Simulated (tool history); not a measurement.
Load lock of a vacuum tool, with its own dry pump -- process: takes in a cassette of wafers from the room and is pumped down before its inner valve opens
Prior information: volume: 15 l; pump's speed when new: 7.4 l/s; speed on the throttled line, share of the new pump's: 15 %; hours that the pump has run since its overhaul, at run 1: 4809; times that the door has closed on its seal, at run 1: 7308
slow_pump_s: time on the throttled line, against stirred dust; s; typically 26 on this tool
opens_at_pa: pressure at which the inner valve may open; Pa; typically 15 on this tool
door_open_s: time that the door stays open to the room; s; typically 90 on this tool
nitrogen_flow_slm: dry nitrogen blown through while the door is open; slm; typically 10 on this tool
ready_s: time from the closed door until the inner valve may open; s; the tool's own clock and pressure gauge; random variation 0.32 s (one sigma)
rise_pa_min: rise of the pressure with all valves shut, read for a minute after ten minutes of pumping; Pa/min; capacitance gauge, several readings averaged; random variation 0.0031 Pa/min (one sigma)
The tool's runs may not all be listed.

run,hour,slow_pump_s,opens_at_pa,door_open_s,nitrogen_flow_slm,hours that the pump has run since its overhaul,times that the door has closed on its seal,"incoming humidity of the room's air, %",ready_s,rise_pa_min
1,0,26,15,90,10,4809,7308,45.8,42.2,0.102
2,104.5,26,15,90,10,4913,7467,40,42,0.091
3,229.9,26,15,90,10,5038,7658,46.3,42,0.096
4,286.3,26,15,90,10,5095,7743,41.5,42.6,0.091
5,343.3,26,15,90,10,5152,7830,46.4,42.3,0.102
6,399.4,26,15,90,10,5208,7915,46.6,42.2,0.101
7,516.4,26,15,90,10,5325,8093,42.4,42.2,0.093
8,602.4,26,15,90,10,5411,8224,40.6,42.6,0.094
9,703.2,23,13,144,5,5512,8377,47.5,40,0.158
10,768,23,13,144,5,5577,8476,43.1,39.8,0.148
11,889.8,26,10,90,10,5698,8661,45.7,43.8,0.102
12,951.1,49,15,90,10,5760,8754,47.6,60.6,0.1
13,1049.6,49,15,90,10,5858,8904,43.3,61.1,0.099
14,1156.3,41,15,60,10,5965,9066,45.3,55.3,0.085
15,1233,17,15,60,10,6042,9182,42,35.1,0.08

Here are 5 independent what-if runs from the current tool condition. What would each one return?
A,1362,17,15,60,9,6171,9378,43.7,?,?
B,1362,49,15,142,27,6171,9378,48,?,?
C,1362,26,21,90,10,6171,9378,47.5,?,?
D,1362,21,21,60,10,6171,9378,42.2,?,?
E,1362,14,12,60,10,6171,9378,43.7,?,?

run,ready_s,rise_pa_min
A,35.2,0.085
B,62.1,0.083
C,41.4,0.108
D,37.5,0.082
E,33.5,0.082
Without the tool's unlogged condition, the same runs would have read:
run,ready_s,rise_pa_min
A,32.7,0.073
B,60.4,0.071
C,39.2,0.096
D,35.2,0.07
E,30.8,0.07

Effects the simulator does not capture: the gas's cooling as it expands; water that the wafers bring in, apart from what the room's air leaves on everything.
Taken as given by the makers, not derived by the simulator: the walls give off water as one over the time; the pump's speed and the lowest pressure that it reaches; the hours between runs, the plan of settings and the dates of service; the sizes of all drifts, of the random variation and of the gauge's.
